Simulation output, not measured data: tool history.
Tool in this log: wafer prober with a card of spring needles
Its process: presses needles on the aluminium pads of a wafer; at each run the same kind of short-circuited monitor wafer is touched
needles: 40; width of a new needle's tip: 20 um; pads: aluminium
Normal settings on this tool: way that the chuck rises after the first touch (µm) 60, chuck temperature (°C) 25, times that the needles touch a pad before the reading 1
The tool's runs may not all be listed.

run,hour,way that the chuck rises after the first touch (µm),chuck temperature (°C),times that the needles touch a pad before the reading,resistance of one needle with its contact and lead (mohm),way that a needle slides on the pad (µm)
1,0.0,60,25,1,203,12.48
2,12.2,60,25,1,234,12.51
3,27.5,60,25,1,226,12.46
4,37.8,60,25,1,187,12.46
5,60.5,60,25,1,187,12.45
6,74.9,60,38,1,234,12.46
7,87.3,60,38,1,220,12.44
8,108.6,60,38,1,211,12.44
9,128.9,60,77,1,217,12.43
10,141.1,60,33,1,236,12.42
11,157.4,60,33,1,232,12.41
12,170.3,60,33,1,205,12.42
13,184.4,60,55,1,241,12.37
14,198.7,60,55,1,226,12.33
15,223.0,60,25,1,232,12.32
16,248.0,60,25,1,234,12.31
17,263.0,59,25,1,229,12.08
18,287.2,60,25,1,228,12.49
19,300.3,57,67,2,193,11.88
20,312.0,48,67,2,240,10.01
21,322.6,60,50,3,178,12.47
22,340.9,60,97,3,186,12.46
23,365.1,60,97,3,192,12.46
24,381.2,60,77,3,202,12.47
25,402.8,60,65,3,198,12.46
26,418.1,60,65,3,192,12.42
27,436.1,60,111,1,227,12.41
28,460.3,73,25,1,201,15.14
29,482.2,45,25,1,281,9.26
30,503.9,72,25,1,203,14.91
31,517.8,60,35,2,192,12.36
32,536.2,60,35,2,177,12.51
33,549.0,60,35,2,204,12.50
34,561.5,75,37,1,186,15.62

Removed from this log: 29 entries logged between the listed runs. Between which two listed runs does each belong, and how does the tool's hidden state at the listed run before it compare with that at the listed run after it?
From run 2 to run 3: tips cleaned on abrasive film (hour 14.1)
  debris on the tips, nm: 50.8 -> 45.7; way that the needles fall short of the set height, um: 0.15 -> 0.21; tips' diameter, um: 20.67 -> 20.69
  difference, measured minus the result without the unlogged condition, resistance of one needle with its contact and lead (mohm): +69 -> +61; way that a needle slides on the pad (µm): -0.03 -> -0.05
From run 3 to run 4: tips cleaned on abrasive film (hour 35.2)
  debris on the tips, nm: 45.7 -> 16.8; way that the needles fall short of the set height, um: 0.21 -> 0.25; tips' diameter, um: 20.69 -> 20.7
  difference, measured minus the result without the unlogged condition, resistance of one needle with its contact and lead (mohm): +61 -> +23; way that a needle slides on the pad (µm): -0.05 -> -0.05
From run 4 to run 5: tips cleaned on abrasive film (hour 57.3)
  debris on the tips, nm: 16.8 -> 16.2; way that the needles fall short of the set height, um: 0.25 -> 0.32; tips' diameter, um: 20.7 -> 20.73
  difference, measured minus the result without the unlogged condition, resistance of one needle with its contact and lead (mohm): +23 -> +22; way that a needle slides on the pad (µm): -0.05 -> -0.06
From run 6 to run 7: tips cleaned on abrasive film (hour 78.4)
  debris on the tips, nm: 49.7 -> 36.3; way that the needles fall short of the set height, um: 0.32 -> 0.35; tips' diameter, um: 20.73 -> 20.74
  difference, measured minus the result without the unlogged condition, resistance of one needle with its contact and lead (mohm): +67 -> +49; way that a needle slides on the pad (µm): -0.07 -> -0.07
From run 7 to run 8: tips cleaned on abrasive film (hour 100.4)
  debris on the tips, nm: 36.3 -> 34.9; way that the needles fall short of the set height, um: 0.35 -> 0.41; tips' diameter, um: 20.74 -> 20.76
  difference, measured minus the result without the unlogged condition, resistance of one needle with its contact and lead (mohm): +49 -> +46; way that a needle slides on the pad (µm): -0.07 -> -0.08
From run 8 to run 9: tips cleaned on abrasive film (hour 121.5)
  debris on the tips, nm: 34.9 -> 33.3; way that the needles fall short of the set height, um: 0.41 -> 0.45; tips' diameter, um: 20.76 -> 20.77
  difference, measured minus the result without the unlogged condition, resistance of one needle with its contact and lead (mohm): +46 -> +42; way that a needle slides on the pad (µm): -0.08 -> -0.09
From run 10 to run 11: tips cleaned on abrasive film (hour 142.9)
  debris on the tips, nm: 52.2 -> 47.7; way that the needles fall short of the set height, um: 0.45 -> 0.49; tips' diameter, um: 20.77 -> 20.79
  difference, measured minus the result without the unlogged condition, resistance of one needle with its contact and lead (mohm): +71 -> +66; way that a needle slides on the pad (µm): -0.09 -> -0.10
From run 11 to run 12: tips cleaned on abrasive film (hour 164.5)
  debris on the tips, nm: 47.7 -> 29; way that the needles fall short of the set height, um: 0.49 -> 0.56; tips' diameter, um: 20.79 -> 20.81
  difference, measured minus the result without the unlogged condition, resistance of one needle with its contact and lead (mohm): +66 -> +40; way that a needle slides on the pad (µm): -0.10 -> -0.12
From run 12 to run 13: height of the first contact set anew (hour 184.0)
  debris on the tips, nm: 29 -> 53.5; way that the needles fall short of the set height, um: 0.56 -> 0.8
  difference, measured minus the result without the unlogged condition, resistance of one needle with its contact and lead (mohm): +40 -> +71; way that a needle slides on the pad (µm): -0.12 -> -0.16
From run 13 to run 14: tips cleaned on abrasive film (hour 186.2)
  debris on the tips, nm: 53.5 -> 42.6; way that the needles fall short of the set height, um: 0.8 -> 0.87; tips' diameter, um: 20.81 -> 20.84
  difference, measured minus the result without the unlogged condition, resistance of one needle with its contact and lead (mohm): +71 -> +57; way that a needle slides on the pad (µm): -0.16 -> -0.18
From run 14 to run 15: tips cleaned on abrasive film (hour 207.8)
  debris on the tips, nm: 42.6 -> 48; way that the needles fall short of the set height, um: 0.87 -> 0.93; tips' diameter, um: 20.84 -> 20.86
  difference, measured minus the result without the unlogged condition, resistance of one needle with its contact and lead (mohm): +57 -> +68; way that a needle slides on the pad (µm): -0.18 -> -0.19
From run 15 to run 16: tips cleaned on abrasive film (hour 229.9)
  debris on the tips, nm: 48 -> 51.8; way that the needles fall short of the set height, um: 0.93 -> 0.98; tips' diameter, um: 20.86 -> 20.87
  difference, measured minus the result without the unlogged condition, resistance of one needle with its contact and lead (mohm): +68 -> +72; way that a needle slides on the pad (µm): -0.19 -> -0.20
From run 16 to run 17: tips cleaned on abrasive film (hour 251.0)
  debris on the tips, nm: 51.8 -> 43.4; way that the needles fall short of the set height, um: 0.98 -> 1.02; tips' diameter, um: 20.87 -> 20.89
  difference, measured minus the result without the unlogged condition, resistance of one needle with its contact and lead (mohm): +72 -> +64; way that a needle slides on the pad (µm): -0.20 -> -0.22
From run 17 to run 18: height of the first contact set anew, once more (hour 265.6); tips cleaned on abrasive film (hour 273.5)
  debris on the tips, nm: 43.4 -> 47; way that the needles fall short of the set height, um: 1.02 -> 0.04; tips' diameter, um: 20.89 -> 20.91
  difference, measured minus the result without the unlogged condition, resistance of one needle with its contact and lead (mohm): +64 -> +64; way that a needle slides on the pad (µm): -0.22 -> -0.01
From run 18 to run 19: tips cleaned on abrasive film (hour 295.0)
  debris on the tips, nm: 47 -> 25.9; way that the needles fall short of the set height, um: 0.04 -> 0.1; tips' diameter, um: 20.91 -> 20.92
  difference, measured minus the result without the unlogged condition, resistance of one needle with its contact and lead (mohm): +64 -> +22; way that a needle slides on the pad (µm): -0.01 -> -0.02
From run 20 to run 21: tips cleaned on abrasive film (hour 317.6)
  debris on the tips, nm: 49.8 -> 23.7; way that the needles fall short of the set height, um: 0.1 -> 0.14; tips' diameter, um: 20.92 -> 20.94
  difference, measured minus the result without the unlogged condition, resistance of one needle with its contact and lead (mohm): +59 -> +11; way that a needle slides on the pad (µm): -0.02 -> -0.03
From run 21 to run 22: tips cleaned on abrasive film (hour 339.4)
  debris on the tips, nm: 23.7 -> 11.1; way that the needles fall short of the set height, um: 0.14 -> 0.19; tips' diameter, um: 20.94 -> 20.96
  difference, measured minus the result without the unlogged condition, resistance of one needle with its contact and lead (mohm): +11 -> +6; way that a needle slides on the pad (µm): -0.03 -> -0.04
From run 22 to run 23: tips cleaned on abrasive film (hour 360.6)
  debris on the tips, nm: 11.1 -> 25.1; way that the needles fall short of the set height, um: 0.19 -> 0.26; tips' diameter, um: 20.96 -> 20.98
  difference, measured minus the result without the unlogged condition, resistance of one needle with its contact and lead (mohm): +6 -> +12; way that a needle slides on the pad (µm): -0.04 -> -0.05
From run 24 to run 25: tips cleaned on abrasive film (hour 382.4)
  debris on the tips, nm: 54.6 -> 53.8; way that the needles fall short of the set height, um: 0.26 -> 0.32; tips' diameter, um: 20.98 -> 21
  difference, measured minus the result without the unlogged condition, resistance of one needle with its contact and lead (mohm): +26 -> +26; way that a needle slides on the pad (µm): -0.05 -> -0.07
From run 25 to run 26: tips cleaned on abrasive film (hour 404.5)
  debris on the tips, nm: 53.8 -> 45.2; way that the needles fall short of the set height, um: 0.32 -> 0.38; tips' diameter, um: 21 -> 21.02
  difference, measured minus the result without the unlogged condition, resistance of one needle with its contact and lead (mohm): +26 -> +21; way that a needle slides on the pad (µm): -0.07 -> -0.08
From run 26 to run 27: tips cleaned on abrasive film (hour 425.8)
  debris on the tips, nm: 45.2 -> 39; way that the needles fall short of the set height, um: 0.38 -> 0.45; tips' diameter, um: 21.02 -> 21.05
  difference, measured minus the result without the unlogged condition, resistance of one needle with its contact and lead (mohm): +21 -> +48; way that a needle slides on the pad (µm): -0.08 -> -0.09
From run 27 to run 28: tips cleaned on abrasive film (hour 448.3)
  debris on the tips, nm: 39 -> 42.5; way that the needles fall short of the set height, um: 0.45 -> 0.51; tips' diameter, um: 21.05 -> 21.07
  difference, measured minus the result without the unlogged condition, resistance of one needle with its contact and lead (mohm): +48 -> +42; way that a needle slides on the pad (µm): -0.09 -> -0.10
From run 28 to run 29: tips cleaned on abrasive film (hour 469.5)
  debris on the tips, nm: 42.5 -> 45.2; way that the needles fall short of the set height, um: 0.51 -> 0.56; tips' diameter, um: 21.07 -> 21.09
  difference, measured minus the result without the unlogged condition, resistance of one needle with its contact and lead (mohm): +42 -> +111; way that a needle slides on the pad (µm): -0.10 -> -0.12
From run 29 to run 30: tips cleaned on abrasive film (hour 490.7)
  debris on the tips, nm: 45.2 -> 42.3; way that the needles fall short of the set height, um: 0.56 -> 0.62; tips' diameter, um: 21.09 -> 21.11
  difference, measured minus the result without the unlogged condition, resistance of one needle with its contact and lead (mohm): +111 -> +42; way that a needle slides on the pad (µm): -0.12 -> -0.12
From run 30 to run 31: tips cleaned on abrasive film (hour 511.8)
  debris on the tips, nm: 42.3 -> 28.7; way that the needles fall short of the set height, um: 0.62 -> 0.69; tips' diameter, um: 21.11 -> 21.13
  difference, measured minus the result without the unlogged condition, resistance of one needle with its contact and lead (mohm): +42 -> +25; way that a needle slides on the pad (µm): -0.12 -> -0.14
From run 31 to run 32: height of the first contact set anew (hour 521.2); tips cleaned on abrasive film (hour 533.9)
  debris on the tips, nm: 28.7 -> 14.9; way that the needles fall short of the set height, um: 0.69 -> 0.06; tips' diameter, um: 21.13 -> 21.15
  difference, measured minus the result without the unlogged condition, resistance of one needle with its contact and lead (mohm): +25 -> +13; way that a needle slides on the pad (µm): -0.14 -> -0.01
From run 33 to run 34: tips cleaned on abrasive film (hour 556.2)
  debris on the tips, nm: 48.5 -> 22.1; way that the needles fall short of the set height, um: 0.06 -> 0.13; tips' diameter, um: 21.15 -> 21.17
  difference, measured minus the result without the unlogged condition, resistance of one needle with its contact and lead (mohm): +40 -> +21; way that a needle slides on the pad (µm): -0.01 -> -0.03

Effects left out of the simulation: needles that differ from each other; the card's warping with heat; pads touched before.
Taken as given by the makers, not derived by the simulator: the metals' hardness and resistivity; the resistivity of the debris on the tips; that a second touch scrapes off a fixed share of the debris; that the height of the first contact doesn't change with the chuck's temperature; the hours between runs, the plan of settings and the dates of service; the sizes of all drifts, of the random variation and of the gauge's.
